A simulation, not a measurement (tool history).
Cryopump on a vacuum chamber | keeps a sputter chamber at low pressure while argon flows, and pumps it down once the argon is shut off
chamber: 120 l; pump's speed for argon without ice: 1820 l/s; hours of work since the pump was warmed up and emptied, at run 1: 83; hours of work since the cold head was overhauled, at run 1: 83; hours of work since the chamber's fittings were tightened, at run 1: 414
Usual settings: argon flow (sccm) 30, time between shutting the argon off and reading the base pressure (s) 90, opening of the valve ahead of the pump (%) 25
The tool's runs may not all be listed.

run   hour  argon flow (sccm)  time between shutting the argon off and reading the base pressure (s)  opening of the valve ahead of the pump (%)  hours of work since the pump was warmed up and emptied  hours of work since the cold head was overhauled  hours of work since the chamber's fittings were tightened  pressure while argon flows (Pa)  pressure after the wait (uPa)
  1      0                 30                                                                     90                                          25                                                      83                                                83                                                        414                           0.1116                           0.92
  2   17.1                 30                                                                     90                                          25                                                      92                                                92                                                        423                           0.1108                           0.95
  3   39.2                 30                                                                     90                                          25                                                     103                                               103                                                        435                            0.112                           0.96
  4   50.1                 30                                                                     90                                          25                                                     109                                               109                                                        441                           0.1131                           0.95
  5   66.4                 30                                                                     90                                          25                                                     117                                               117                                                        449                           0.1106                           0.94
  6   83.4                 19                                                                     90                                          25                                                     126                                               126                                                        458                           0.0713                           0.93
  7   93.5                 30                                                                    270                                          25                                                     132                                               132                                                        463                           0.1126                           0.48
  8  116.3                 30                                                                     90                                          25                                                     144                                               144                                                        475                           0.1128                           0.93
  9  137.1                 30                                                                     48                                          25                                                     155                                               155                                                        486                           0.1108                           1.57
 10  153.1                 30                                                                     48                                          25                                                     163                                               163                                                        495                           0.1125                           1.58
 11  169.1                 20                                                                     90                                          25                                                     171                                               171                                                        503                           0.0747                           0.99
 12  187.5                 30                                                                     53                                          25                                                     181                                               181                                                        513                           0.1122                           1.45
 13  208.2                 30                                                                     90                                          25                                                     192                                               192                                                        524                           0.1127                           1.01
 14  224.7                 30                                                                     90                                          25                                                     201                                               201                                                        532                           0.1121                           0.94
 15  249.4                 41                                                                     90                                          25                                                     214                                               214                                                        545                           0.1525                           0.99
 16  260.3                 41                                                                     90                                          25                                                     219                                               219                                                        551                           0.1551                           0.97
 17  281.6                 41                                                                     90                                          25                                                     231                                               231                                                        562                           0.1548                           0.96
 18  303.4                 41                                                                     90                                          25                                                     242                                               242                                                        574                            0.154                           0.95
 19  319.5                 44                                                                    210                                          28                                                     251                                               251                                                        582                           0.1473                           0.57
 20  335.5                 44                                                                    210                                          24                                                     259                                               259                                                        591                           0.1738                           0.54
 21  357.3                 45                                                                    210                                          24                                                     270                                               270                                                        602                           0.1756                           0.57
 22  377.4                 45                                                                    210                                          24                                                     281                                               281                                                        613                           0.1774                           0.53
 23  401.8                 45                                                                    210                                          24                                                     294                                               294                                                        626                           0.1768                           0.61
 24  425.9                 45                                                                    210                                          24                                                     306                                               306                                                        638                           0.1778                           0.59
 25  436.2                 45                                                                    210                                          24                                                     312                                               312                                                        644                           0.1767                           0.59
 26  451.2                 13                                                                     24                                          52                                                     320                                               320                                                        652                            0.024                           2.89
 27  470.8                 13                                                                     24                                          52                                                     330                                               330                                                        662                           0.0247                           2.86
 28  483.1                 13                                                                     24                                          52                                                     337                                               337                                                        668                           0.0232                           2.96
 29  504.9                 27                                                                     66                                          34                                                     348                                               348                                                        680                           0.0761                           1.23
 30  519.8                 27                                                                     66                                          24                                                     356                                               356                                                        688                           0.1055                           1.26
 31  537.2                 27                                                                     66                                          24                                                     365                                               365                                                        697                           0.1072                           1.27
 32  549.8                 27                                                                     66                                          24                                                     372                                               372                                                        703                           0.1057                           1.23
 33  561.6                 27                                                                     66                                          23                                                     378                                               378                                                        710                           0.1115                           1.27
 34  573.1                 27                                                                     66                                          23                                                     384                                               384                                                        716                           0.1108                           1.23

Forecast each of these 4 alternatives for the next run:
  A  595.3                 27                                                                     86                                          23                                                     395                                               395                                                        727                                ?                              ?
  B  595.3                 15                                                                     90                                          44                                                     395                                               395                                                        727                                ?                              ?
  C  595.3                 27                                                                     96                                          23                                                     395                                               395                                                        727                                ?                              ?
  D  595.3                 36                                                                     78                                          23                                                     395                                               395                                                        727                                ?                              ?

run  pressure while argon flows (Pa)  pressure after the wait (uPa)
  A                           0.1109                           1.02
  B                            0.033                           0.98
  C                           0.1122                           0.97
  D                            0.148                           1.09
Without the tool's hidden state the same runs would have given:
run  pressure while argon flows (Pa)  pressure after the wait (uPa)
  A                            0.109                           0.89
  B                           0.0319                           0.86
  C                           0.1103                           0.84
  D                           0.1454                           0.96
